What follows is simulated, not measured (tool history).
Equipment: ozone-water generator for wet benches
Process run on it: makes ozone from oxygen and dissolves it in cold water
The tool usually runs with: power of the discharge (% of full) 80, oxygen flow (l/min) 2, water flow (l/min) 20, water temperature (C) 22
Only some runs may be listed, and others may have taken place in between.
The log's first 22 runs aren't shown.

| run | hour | power of the discharge (% of full) | oxygen flow (l/min) | water flow (l/min) | water temperature (C) | hours of work since the electrodes were changed | hours of work since the contactor was cleaned | hours of work since the thermometer was calibrated | dissolved ozone (ppm) | ozone in the gas ahead of the water (g/m3) |
|---|---|---|---|---|---|---|---|---|---|---|
| 23 | 2322.2 | 80 | 2.27 | 15 | 22 | 4332 | 7124 | 1905 | 17.8 | 225.8 |
| 24 | 2408.5 | 80 | 2.27 | 15 | 22 | 4410 | 7203 | 1983 | 17.7 | 224.9 |
| 25 | 2470.2 | 41 | 1.99 | 20 | 22 | 4466 | 7258 | 2039 | 8.3 | 156.9 |
| 26 | 2604.8 | 41 | 1.89 | 15 | 22 | 4588 | 7380 | 2161 | 11.2 | 160 |
| 27 | 2691.9 | 80 | 1 | 20 | 22 | 4667 | 7459 | 2240 | 10.5 | 340.3 |
| 28 | 2826.1 | 41 | 3.37 | 18 | 17 | 4789 | 7581 | 2362 | 10.8 | 120.1 |
| 29 | 2902.7 | 80 | 2 | 15 | 22 | 4858 | 7650 | 2431 | 17.1 | 241.1 |
| 30 | 2982.7 | 80 | 1.68 | 15 | 15 | 4930 | 7723 | 2504 | 17.4 | 262.6 |
| 31 | 3119 | 80 | 1.68 | 25 | 15 | 5054 | 7846 | 2627 | 10 | 260.9 |
| 32 | 3237.5 | 80 | 3.34 | 13 | 22 | 5161 | 7954 | 2734 | 20 | 183.6 |

Consider 5 possible next runs. They are alternatives, not a sequence: every one starts from the tool as it was left by run 32. What does each give?
| A | 3381.3 | 80 | 1.18 | 22 | 20 | 5292 | 8084 | 2865 | ? | ? |
| B | 3381.3 | 80 | 2.28 | 28 | 25 | 5292 | 8084 | 2865 | ? | ? |
| C | 3381.3 | 44 | 1.7 | 29 | 22 | 5292 | 8084 | 2865 | ? | ? |
| D | 3381.3 | 66 | 3.34 | 22 | 19 | 5292 | 8084 | 2865 | ? | ? |
| E | 3381.3 | 97 | 2.98 | 13 | 19 | 5292 | 8084 | 2865 | ? | ? |

| run | dissolved ozone (ppm) | ozone in the gas ahead of the water (g/m3) |
|---|---|---|
| A | 9.9 | 308.1 |
| B | 9.2 | 222 |
| C | 5.5 | 173.5 |
| D | 11.6 | 161.5 |
| E | 23.7 | 219.1 |
Without the tool's hidden state the same runs would have given:
| run | dissolved ozone (ppm) | ozone in the gas ahead of the water (g/m3) |
|---|---|---|
| A | 12.3 | 348.8 |
| B | 11.5 | 251.2 |
| C | 6.7 | 187.6 |
| D | 14.3 | 180.1 |
| E | 29.2 | 251.7 |
